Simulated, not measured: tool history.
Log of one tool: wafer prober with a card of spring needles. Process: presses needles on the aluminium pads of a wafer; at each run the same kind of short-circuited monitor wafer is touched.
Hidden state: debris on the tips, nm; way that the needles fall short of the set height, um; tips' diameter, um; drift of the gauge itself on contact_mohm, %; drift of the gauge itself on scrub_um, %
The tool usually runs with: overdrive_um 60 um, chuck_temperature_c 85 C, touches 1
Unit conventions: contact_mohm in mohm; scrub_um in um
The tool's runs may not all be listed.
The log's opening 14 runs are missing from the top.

run   hour  overdrive_um  chuck_temperature_c  touches  touches since the tips were cleaned  cleanings since the card got new needles  touches since the first contact's height was set  contact_mohm  scrub_um
     173.2  -- tips cleaned on abrasive film
 15  173.2            60                   55        1                                    0                                        43                                            152893           256      7.67
 16  183.8            60                   85        1                                 5165                                        43                                            158058           258      7.69
     191.6  -- tips cleaned on abrasive film
 17  191.6            60                   85        1                                    0                                        44                                            161837           263      7.68
 18  204.2            54                   34        3                                 6132                                        44                                            167969           247      6.93
     210.3  -- tips cleaned on abrasive film
 19  215.6            48                   26        2                                 2580                                        45                                            173492           245      6.18
     229.4  -- tips cleaned on abrasive film
 20  232.6            62                   38        2                                 1577                                        46                                            181760           248      7.99
     243.8  -- gauge calibrated
 21  244.6            50                  105        1                                 7410                                        46                                            187593           269      6.37
     247.5  -- tips cleaned on abrasive film
 22  255.5            41                  102        1                                 3933                                        47                                            192886           274      5.19
     265.6  -- tips cleaned on abrasive film
 23  269.9            50                   69        2                                 2128                                        48                                            199891           259      6.32
 24  280.8            70                   85        1                                 7437                                        48                                            205200           261      8.89
     283.2  -- tips cleaned on abrasive film
 25  298.7            70                   34        3                                 7566                                        49                                            213902           245      8.92
     301.2  -- tips cleaned on abrasive film
 26  312.3            70                   34        3                                 5433                                        50                                            220480           244      8.89
     319.5  -- tips cleaned on abrasive film
 27  324.6            51                   43        1                                 2482                                        51                                            226454           252      6.48
       338  -- tips cleaned on abrasive film
 28  341.9            51                   43        1                                 1940                                        52                                            234867           247      6.47
 29    355            51                   43        1                                 8330                                        52                                            241257           246      6.55
     356.3  -- tips cleaned on abrasive film
 30  367.3            70                   39        1                                 5378                                        53                                            247201           249      8.92
     370.1  -- height of the first contact set anew
     374.1  -- tips cleaned on abrasive film
 31  378.3            70                   77        1                                 2026                                        54                                              3955           255      8.96
 32  389.8            64                   69        1                                 7630                                        54                                              9559           258      8.22
     392.1  -- tips cleaned on abrasive film
 33  400.9            64                   69        1                                 4302                                        55                                             14951           253      8.18

Branching from run 33: 4 alternative next runs. What would each branch give?
     410.3  -- tips cleaned on abrasive film
  A  415.9            60                   85        3                                 2723                                        56                                             22213             ?         ?
     410.3  -- tips cleaned on abrasive film
  B  415.9            64                   27        1                                 2723                                        56                                             22213             ?         ?
     410.3  -- tips cleaned on abrasive film
  C  415.9            42                  101        1                                 2723                                        56                                             22213             ?         ?
     410.3  -- tips cleaned on abrasive film
  D  415.9            43                  109        1                                 2723                                        56                                             22213             ?         ?

run  contact_mohm  scrub_um
  A           260      7.69
  B           245      8.18
  C           274      5.39
  D           270      5.51
Without the tool's unlogged condition, the same runs would have read:
run  contact_mohm  scrub_um
  A           260       7.6
  B           244      8.09
  C           273      5.33
  D           269      5.45
